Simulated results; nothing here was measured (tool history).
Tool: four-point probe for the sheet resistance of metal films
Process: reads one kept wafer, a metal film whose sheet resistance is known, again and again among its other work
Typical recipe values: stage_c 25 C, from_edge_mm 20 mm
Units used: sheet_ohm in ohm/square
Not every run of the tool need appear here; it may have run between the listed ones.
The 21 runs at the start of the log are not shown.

| run | hour | stage_c | from_edge_mm | touches since the probe head was changed | hours of work since the stage's thermometer was calibrated | sheet_ohm |
|---|---|---|---|---|---|---|
|  | 1240.5 | stage's thermometer calibrated |
| 22 | 1287.0 | 18 | 20 | 157049 | 35 | 0.276900 |
| 23 | 1320.3 | 29 | 32 | 158335 | 60 | 0.273564 |
| 24 | 1388.7 | 27 | 20 | 160969 | 111 | 0.274341 |
| 25 | 1440.8 | 20 | 27 | 162976 | 149 | 0.275997 |
| 26 | 1505.7 | 25 | 9 | 165477 | 198 | 0.277241 |
| 27 | 1546.5 | 27 | 68 | 167051 | 228 | 0.273827 |
| 28 | 1594.7 | 27 | 68 | 168910 | 264 | 0.273861 |
| 29 | 1655.4 | 27 | 68 | 171248 | 309 | 0.273847 |
| 30 | 1702.5 | 27 | 68 | 173063 | 345 | 0.273828 |
| 31 | 1741.9 | 22 | 56 | 174579 | 374 | 0.275245 |
| 32 | 1813.1 | 22 | 62 | 177326 | 427 | 0.275129 |
| 33 | 1877.1 | 28 | 62 | 179790 | 475 | 0.273508 |
| 34 | 1922.6 | 23 | 20 | 181545 | 509 | 0.275432 |
| 35 | 1970.4 | 23 | 20 | 183388 | 544 | 0.275453 |
| 36 | 2025.5 | 26 | 3 | 185509 | 586 | 0.297981 |
| 37 | 2084.2 | 32 | 14 | 187771 | 629 | 0.273767 |
| 38 | 2126.1 | 32 | 14 | 189388 | 661 | 0.273701 |
| 39 | 2183.7 | 27 | 37 | 191607 | 704 | 0.274075 |
| 40 | 2227.6 | 31 | 51 | 193296 | 736 | 0.272876 |
| 41 | 2279.5 | 21 | 28 | 195299 | 775 | 0.275667 |
| 42 | 2351.7 | 20 | 17 | 198081 | 829 | 0.276579 |
| 43 | 2412.8 | 23 | 67 | 200436 | 874 | 0.274956 |
| 44 | 2476.5 | 32 | 6 | 202889 | 922 | 0.278932 |

5 options for the next run, each taken on its own from the tool as it stands now. Forecast them:
| A | 2549.9 | 32 | 4 | 205717 | 977 | ? |
| B | 2549.9 | 22 | 36 | 205717 | 977 | ? |
| C | 2549.9 | 28 | 37 | 205717 | 977 | ? |
| D | 2549.9 | 31 | 11 | 205717 | 977 | ? |
| E | 2549.9 | 21 | 4 | 205717 | 977 | ? |

| run | sheet_ohm |
|---|---|
| A | 0.286467 |
| B | 0.275417 |
| C | 0.273703 |
| D | 0.274547 |
| E | 0.289495 |
With no hidden state in the tool, these same runs would have given:
| run | sheet_ohm |
|---|---|
| A | 0.286501 |
| B | 0.275450 |
| C | 0.273735 |
| D | 0.274580 |
| E | 0.289529 |
